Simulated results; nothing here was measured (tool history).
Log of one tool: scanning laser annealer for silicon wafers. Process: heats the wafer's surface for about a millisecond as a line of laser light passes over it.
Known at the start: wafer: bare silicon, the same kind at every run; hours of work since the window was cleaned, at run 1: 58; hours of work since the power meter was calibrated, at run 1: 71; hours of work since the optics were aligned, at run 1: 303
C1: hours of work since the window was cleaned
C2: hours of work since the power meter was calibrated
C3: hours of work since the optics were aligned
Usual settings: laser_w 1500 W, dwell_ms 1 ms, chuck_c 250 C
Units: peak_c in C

run 1 day=0 | laser_w=1500 dwell_ms=1 chuck_c=250 | C1=58 C2=71 C3=303 | peak_c=1077
run 2 day=0.371 | laser_w=1500 dwell_ms=1 chuck_c=240 | C1=64 C2=77 C3=309 | peak_c=1061
run 3 day=0.667 | laser_w=1500 dwell_ms=1 chuck_c=250 | C1=68 C2=82 C3=314 | peak_c=1072
run 4 day=0.854 | laser_w=1332 dwell_ms=1 chuck_c=250 | C1=71 C2=85 C3=317 | peak_c=951
run 5 day=1.092 | laser_w=1332 dwell_ms=1 chuck_c=250 | C1=75 C2=89 C3=321 | peak_c=956
run 6 day=1.296 | laser_w=1500 dwell_ms=1.1 chuck_c=250 | C1=78 C2=92 C3=324 | peak_c=1120
run 7 day=1.529 | laser_w=1500 dwell_ms=1.07 chuck_c=250 | C1=82 C2=95 C3=327 | peak_c=1105
run 8 day=1.912 | laser_w=1500 dwell_ms=1.07 chuck_c=250 | C1=88 C2=102 C3=333 | peak_c=1104
run 9 day=2.317 | laser_w=1500 dwell_ms=1.07 chuck_c=250 | C1=94 C2=108 C3=340 | peak_c=1105
run 10 day=2.529 | laser_w=1500 dwell_ms=1 chuck_c=250 | C1=98 C2=111 C3=343 | peak_c=1073
run 11 day=2.892 | laser_w=1500 dwell_ms=1 chuck_c=250 | C1=103 C2=117 C3=349 | peak_c=1073
run 12 day=3.212 | laser_w=1500 dwell_ms=1 chuck_c=250 | C1=108 C2=122 C3=354 | peak_c=1070
run 13 day=3.379 | laser_w=1500 dwell_ms=1 chuck_c=250 | C1=111 C2=125 C3=357 | peak_c=1068
run 14 day=3.588 | laser_w=1367 dwell_ms=1 chuck_c=238 | C1=114 C2=128 C3=360 | peak_c=966
run 15 day=3.996 | laser_w=1367 dwell_ms=1 chuck_c=238 | C1=121 C2=134 C3=366 | peak_c=964
run 16 day=4.375 | laser_w=1476 dwell_ms=1 chuck_c=260 | C1=127 C2=140 C3=372 | peak_c=1060
run 17 day=4.558 | laser_w=1351 dwell_ms=0.85 chuck_c=273 | C1=130 C2=143 C3=375 | peak_c=919
run 18 day=4.783 | laser_w=1334 dwell_ms=0.85 chuck_c=285 | C1=133 C2=147 C3=379 | peak_c=918
run 19 day=5.142 | laser_w=1522 dwell_ms=1 chuck_c=250 | C1=139 C2=152 C3=384 | peak_c=1082
run 20 day=5.321 | laser_w=1522 dwell_ms=1 chuck_c=250 | C1=142 C2=155 C3=387 | peak_c=1084
run 21 day=5.492 | laser_w=1362 dwell_ms=0.71 chuck_c=227 | C1=144 C2=158 C3=390 | peak_c=816
run 22 day=5.833 | laser_w=1362 dwell_ms=0.71 chuck_c=227 | C1=150 C2=163 C3=395 | peak_c=811
run 23 day=6.125 | laser_w=1371 dwell_ms=1 chuck_c=284 | C1=154 C2=168 C3=400 | peak_c=1010
run 24 day=6.292 | laser_w=1371 dwell_ms=1 chuck_c=284 | C1=157 C2=171 C3=403 | peak_c=1010
run 25 day=6.533 | laser_w=1380 dwell_ms=0.77 chuck_c=250 | C1=161 C2=174 C3=406 | peak_c=878

Forecast run 26:
run 26 day=6.708 | laser_w=1380 dwell_ms=0.77 chuck_c=250 | C1=164 C2=177 C3=409 | peak_c=?

peak_c: 875 C
Without the tool's hidden state the same run would have given peak_c 894 C.
